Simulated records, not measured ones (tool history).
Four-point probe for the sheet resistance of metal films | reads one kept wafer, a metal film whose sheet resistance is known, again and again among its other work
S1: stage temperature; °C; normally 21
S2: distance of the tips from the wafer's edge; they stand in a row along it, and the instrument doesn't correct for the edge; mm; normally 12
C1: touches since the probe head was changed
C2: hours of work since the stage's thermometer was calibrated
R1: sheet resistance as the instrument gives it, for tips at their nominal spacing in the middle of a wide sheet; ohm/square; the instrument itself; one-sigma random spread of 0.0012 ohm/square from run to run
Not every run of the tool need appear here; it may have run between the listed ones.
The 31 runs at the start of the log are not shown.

| run | day | S1 | S2 | C1 | C2 | R1 |
|---|---|---|---|---|---|---|
| 32 | 17.154 | 28 | 5 | 36875 | 89 | 5.812409 |
| 33 | 17.867 | 20 | 4 | 37465 | 96 | 5.863017 |
| 34 | 18.279 | 25 | 67 | 37806 | 100 | 5.773235 |
| 35 | 18.708 | 31 | 34 | 38161 | 104 | 5.752787 |
| 36 | 19.45 | 31 | 34 | 38774 | 112 | 5.754285 |
| 37 | 20.133 | 26 | 16 | 39338 | 119 | 5.772587 |
| 38 | 20.642 | 34 | 36 | 39759 | 124 | 5.744334 |
| 39 | 21.088 | 34 | 36 | 40128 | 128 | 5.744628 |
| 40 | 21.846 | 27 | 8 | 40752 | 136 | 5.784921 |
| 41 | 22.3 | 26 | 14 | 41129 | 141 | 5.776075 |
| 42 | 22.671 | 26 | 14 | 41434 | 144 | 5.775083 |
| 43 | 23.017 | 19 | 65 | 41721 | 148 | 5.790295 |
| 44 | 23.696 | 24 | 4 | 42283 | 155 | 5.853414 |
| 45 | 24.121 | 24 | 4 | 42635 | 159 | 5.850349 |

Each row is a separate what-if for the run after 45, all from the same tool condition, not one after another. Results?
| A | 24.904 | 25 | 8 | 43281 | 167 | ? |
| B | 24.904 | 31 | 15 | 43281 | 167 | ? |
| C | 24.904 | 31 | 39 | 43281 | 167 | ? |
| D | 24.904 | 33 | 8 | 43281 | 167 | ? |

| run | R1 |
|---|---|
| A | 5.791384 |
| B | 5.756349 |
| C | 5.75483 |
| D | 5.766937 |
With no hidden state in the tool, these same runs would have given:
| run | R1 |
|---|---|
| A | 5.810798 |
| B | 5.775637 |
| C | 5.774114 |
| D | 5.786253 |
